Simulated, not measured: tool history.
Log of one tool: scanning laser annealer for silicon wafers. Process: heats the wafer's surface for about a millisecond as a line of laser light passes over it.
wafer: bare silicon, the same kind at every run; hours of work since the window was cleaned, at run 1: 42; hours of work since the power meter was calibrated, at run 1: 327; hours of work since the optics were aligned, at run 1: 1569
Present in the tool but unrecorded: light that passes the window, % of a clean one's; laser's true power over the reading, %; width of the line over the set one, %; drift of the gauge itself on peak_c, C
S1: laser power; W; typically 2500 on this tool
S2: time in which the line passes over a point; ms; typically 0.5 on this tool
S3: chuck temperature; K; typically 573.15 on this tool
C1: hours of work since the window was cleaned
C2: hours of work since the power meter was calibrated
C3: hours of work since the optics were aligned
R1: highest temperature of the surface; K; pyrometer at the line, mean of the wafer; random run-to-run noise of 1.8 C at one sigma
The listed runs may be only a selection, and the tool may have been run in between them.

{"run": 1, "hour": 0.0, "S1": 2500, "S2": 0.5, "S3": 573.15, "C1": 42, "C2": 327, "C3": 1569, "R1": 1303.15}
{"run": 2, "hour": 11.1, "S1": 2500, "S2": 0.5, "S3": 573.15, "C1": 48, "C2": 332, "C3": 1574, "R1": 1306.15}
{"run": 3, "hour": 27.8, "S1": 2713, "S2": 0.5, "S3": 573.15, "C1": 56, "C2": 340, "C3": 1582, "R1": 1382.15}
{"run": 4, "hour": 38.2, "S1": 2713, "S2": 0.5, "S3": 573.15, "C1": 61, "C2": 345, "C3": 1588, "R1": 1381.15}
{"run": 5, "hour": 49.8, "S1": 2500, "S2": 0.5, "S3": 538.15, "C1": 67, "C2": 351, "C3": 1593, "R1": 1266.15}
{"run": 6, "hour": 67.9, "S1": 2201, "S2": 0.5, "S3": 573.15, "C1": 76, "C2": 360, "C3": 1602, "R1": 1200.15}
{"run": 7, "hour": 79.0, "S1": 2201, "S2": 0.5, "S3": 573.15, "C1": 81, "C2": 365, "C3": 1608, "R1": 1194.15}
{"run": 8, "hour": 96.2, "S1": 2500, "S2": 0.427, "S3": 573.15, "C1": 90, "C2": 374, "C3": 1616, "R1": 1251.15}
{"run": 9, "hour": 113.3, "S1": 2500, "S2": 0.427, "S3": 573.15, "C1": 98, "C2": 382, "C3": 1624, "R1": 1245.15}
{"run": 10, "hour": 126.1, "S1": 2500, "S2": 0.427, "S3": 573.15, "C1": 104, "C2": 389, "C3": 1631, "R1": 1252.15}
{"run": 11, "hour": 134.2, "S1": 2500, "S2": 0.427, "S3": 573.15, "C1": 108, "C2": 393, "C3": 1635, "R1": 1248.15}
{"run": 12, "hour": 151.9, "S1": 2500, "S2": 0.427, "S3": 573.15, "C1": 117, "C2": 401, "C3": 1643, "R1": 1249.15}
{"run": 13, "hour": 159.6, "S1": 2500, "S2": 0.427, "S3": 573.15, "C1": 121, "C2": 405, "C3": 1647, "R1": 1248.15}
{"run": 14, "hour": 177.7, "S1": 2500, "S2": 0.427, "S3": 573.15, "C1": 130, "C2": 414, "C3": 1656, "R1": 1248.15}
{"run": 15, "hour": 193.4, "S1": 2500, "S2": 0.427, "S3": 573.15, "C1": 137, "C2": 422, "C3": 1664, "R1": 1244.15}
{"hour": 211.7, "done": "optics aligned, line set to its width"}
{"run": 16, "hour": 213.4, "S1": 2500, "S2": 0.427, "S3": 573.15, "C1": 145, "C2": 429, "C3": 1, "R1": 1252.15}
{"run": 17, "hour": 223.5, "S1": 2247, "S2": 0.571, "S3": 600.15, "C1": 150, "C2": 434, "C3": 6, "R1": 1286.15}
{"run": 18, "hour": 240.4, "S1": 2247, "S2": 0.584, "S3": 535.15, "C1": 158, "C2": 442, "C3": 14, "R1": 1225.15}
{"run": 19, "hour": 254.4, "S1": 2289, "S2": 0.584, "S3": 584.15, "C1": 165, "C2": 449, "C3": 21, "R1": 1292.15}
{"run": 20, "hour": 266.8, "S1": 2303, "S2": 0.545, "S3": 587.15, "C1": 171, "C2": 455, "C3": 27, "R1": 1278.15}
{"run": 21, "hour": 284.9, "S1": 2500, "S2": 0.5, "S3": 589.15, "C1": 180, "C2": 464, "C3": 36, "R1": 1320.15}

Estimate the outcome of run 22 from the log above:
{"run": 22, "hour": 297.2, "S1": 2706, "S2": 0.601, "S3": 549.15, "C1": 186, "C2": 470, "C3": 42, "R1": "?"}

{"run 22": {"R1": 1431.15}}
With the hidden condition absent and the run-to-run variation left alone, this run would have shown R1 1440.15 K.
